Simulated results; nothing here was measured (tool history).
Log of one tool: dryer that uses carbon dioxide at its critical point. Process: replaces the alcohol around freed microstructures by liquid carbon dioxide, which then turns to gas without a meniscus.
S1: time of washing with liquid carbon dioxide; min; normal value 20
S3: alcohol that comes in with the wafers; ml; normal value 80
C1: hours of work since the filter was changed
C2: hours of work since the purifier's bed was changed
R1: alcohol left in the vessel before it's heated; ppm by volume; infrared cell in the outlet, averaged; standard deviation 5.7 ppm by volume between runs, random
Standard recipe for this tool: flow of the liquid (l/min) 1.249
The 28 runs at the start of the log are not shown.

run 29 hour=303.7 | S1=20 flow_of_the_liquid_(l/min)=1.249 S3=80 | C1=88 C2=576 | R1=226
run 30 hour=318.4 | S1=20 flow_of_the_liquid_(l/min)=0.85 S3=85 | C1=99 C2=587 | R1=988
run 31 hour=330.1 | S1=20 flow_of_the_liquid_(l/min)=0.85 S3=85 | C1=109 C2=597 | R1=973
run 32 hour=340.3 | S1=20 flow_of_the_liquid_(l/min)=0.85 S3=85 | C1=117 C2=605 | R1=1026
run 33 hour=350.3 | S1=20 flow_of_the_liquid_(l/min)=0.81 S3=52 | C1=125 C2=613 | R1=726
run 34 hour=361.8 | S1=20 flow_of_the_liquid_(l/min)=1.249 S3=21 | C1=134 C2=622 | R1=80
run 35 hour=373.9 | S1=25 flow_of_the_liquid_(l/min)=1.249 S3=27 | C1=143 C2=631 | R1=52
run 36 hour=385.7 | S1=25 flow_of_the_liquid_(l/min)=1.249 S3=59 | C1=153 C2=641 | R1=81
run 37 hour=393.4 | S1=25 flow_of_the_liquid_(l/min)=1.249 S3=59 | C1=159 C2=647 | R1=77
run 38 hour=405.1 | S1=12 flow_of_the_liquid_(l/min)=1.249 S3=69 | C1=168 C2=656 | R1=1141
run 39 hour=415.4 | S1=14 flow_of_the_liquid_(l/min)=0.77 S3=49 | C1=176 C2=664 | R1=1799
run 40 hour=422.1 | S1=14 flow_of_the_liquid_(l/min)=1.55 S3=20 | C1=182 C2=670 | R1=110
run 41 hour=433.4 | S1=14 flow_of_the_liquid_(l/min)=1.55 S3=20 | C1=191 C2=679 | R1=108
run 42 hour=446.8 | S1=14 flow_of_the_liquid_(l/min)=1.55 S3=20 | C1=201 C2=689 | R1=120
run 43 hour=455.1 | S1=20 flow_of_the_liquid_(l/min)=1.28 S3=22 | C1=208 C2=696 | R1=82
run 44 hour=469.6 | S1=17 flow_of_the_liquid_(l/min)=1.73 S3=30 | C1=219 C2=707 | R1=69
run 45 hour=479.2 | S1=16 flow_of_the_liquid_(l/min)=2.1 S3=49 | C1=227 C2=715 | R1=62

The next listed run, before its measurement:
run 46 hour=490 | S1=16 flow_of_the_liquid_(l/min)=2.1 S3=49 | C1=235 C2=723 | R1=?

R1: 56 ppm by volume
Without the tool's hidden state the same run would have given R1 23 ppm by volume.

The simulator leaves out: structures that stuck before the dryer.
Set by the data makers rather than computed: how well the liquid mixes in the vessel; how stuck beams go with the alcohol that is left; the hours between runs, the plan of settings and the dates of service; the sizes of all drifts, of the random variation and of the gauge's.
